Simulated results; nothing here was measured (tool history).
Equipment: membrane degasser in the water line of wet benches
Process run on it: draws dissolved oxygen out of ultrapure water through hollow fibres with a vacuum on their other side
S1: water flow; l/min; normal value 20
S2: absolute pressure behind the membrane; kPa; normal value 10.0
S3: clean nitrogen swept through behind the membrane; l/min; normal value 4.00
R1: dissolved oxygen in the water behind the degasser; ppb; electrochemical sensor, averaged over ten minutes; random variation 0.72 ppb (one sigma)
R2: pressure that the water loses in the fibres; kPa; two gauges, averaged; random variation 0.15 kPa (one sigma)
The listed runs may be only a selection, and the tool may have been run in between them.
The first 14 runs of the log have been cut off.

run 15 hour=702.2 | S1=20 S2=10.0 S3=4.00 | R1=108.8 R2=47.07
run 16 hour=736.2 | S1=20 S2=10.0 S3=4.00 | R1=107.9 R2=47.01
run 17 hour=774.6 | S1=20 S2=10.0 S3=4.00 | R1=109.0 R2=46.96
run 18 hour=840.4 | S1=13 S2=7.7 S3=10.73 | R1=18.8 R2=30.59
run 19 hour=883.6 | S1=19 S2=7.7 S3=4.26 | R1=71.3 R2=44.79
run 20 hour=944.4 | S1=17 S2=10.0 S3=10.97 | R1=40.2 R2=39.84
run 21 hour=984.0 | S1=22 S2=9.2 S3=1.89 | R1=202.1 R2=51.86
run 22 hour=1046.3 | S1=22 S2=13.7 S3=2.27 | R1=272.5 R2=51.75
run 23 hour=1087.0 | S1=27 S2=10.0 S3=4.00 | R1=173.0 R2=63.87
run 24 hour=1138.6 | S1=30 S2=10.0 S3=4.00 | R1=204.0 R2=70.87
run 25 hour=1173.4 | S1=15 S2=10.0 S3=11.16 | R1=31.8 R2=35.56
run 26 hour=1213.7 | S1=12 S2=10.0 S3=4.00 | R1=56.1 R2=28.46
run 27 hour=1284.4 | S1=14 S2=10.0 S3=6.56 | R1=43.8 R2=33.17
run 28 hour=1340.0 | S1=13 S2=13.5 S3=6.72 | R1=55.9 R2=30.64
run 29 hour=1404.1 | S1=13 S2=13.5 S3=6.72 | R1=55.3 R2=30.96
run 30 hour=1472.0 | S1=20 S2=12.9 S3=4.00 | R1=146.5 R2=47.54
run 31 hour=1523.3 | S1=20 S2=12.9 S3=4.00 | R1=144.7 R2=47.27
run 32 hour=1588.1 | S1=20 S2=12.9 S3=4.00 | R1=147.1 R2=47.59

Branching from run 32: 4 alternative next runs. What would each branch give?
run A hour=1629.5 | S1=20 S2=21.0 S3=4.00 | R1=? R2=?
run B hour=1629.5 | S1=26 S2=17.9 S3=2.58 | R1=? R2=?
run C hour=1629.5 | S1=18 S2=11.6 S3=11.91 | R1=? R2=?
run D hour=1629.5 | S1=15 S2=13.1 S3=4.03 | R1=? R2=?

run=A R1=242.6 R2=47.60
run=B R1=403.7 R2=61.65
run=C R1=49.2 R2=42.55
run=D R1=101.8 R2=35.53
Had the tool no hidden state, the same runs would have come out as:
run=A R1=233.0 R2=46.54
run=B R1=386.8 R2=60.27
run=C R1=45.1 R2=41.59
run=D R1=95.8 R2=34.73

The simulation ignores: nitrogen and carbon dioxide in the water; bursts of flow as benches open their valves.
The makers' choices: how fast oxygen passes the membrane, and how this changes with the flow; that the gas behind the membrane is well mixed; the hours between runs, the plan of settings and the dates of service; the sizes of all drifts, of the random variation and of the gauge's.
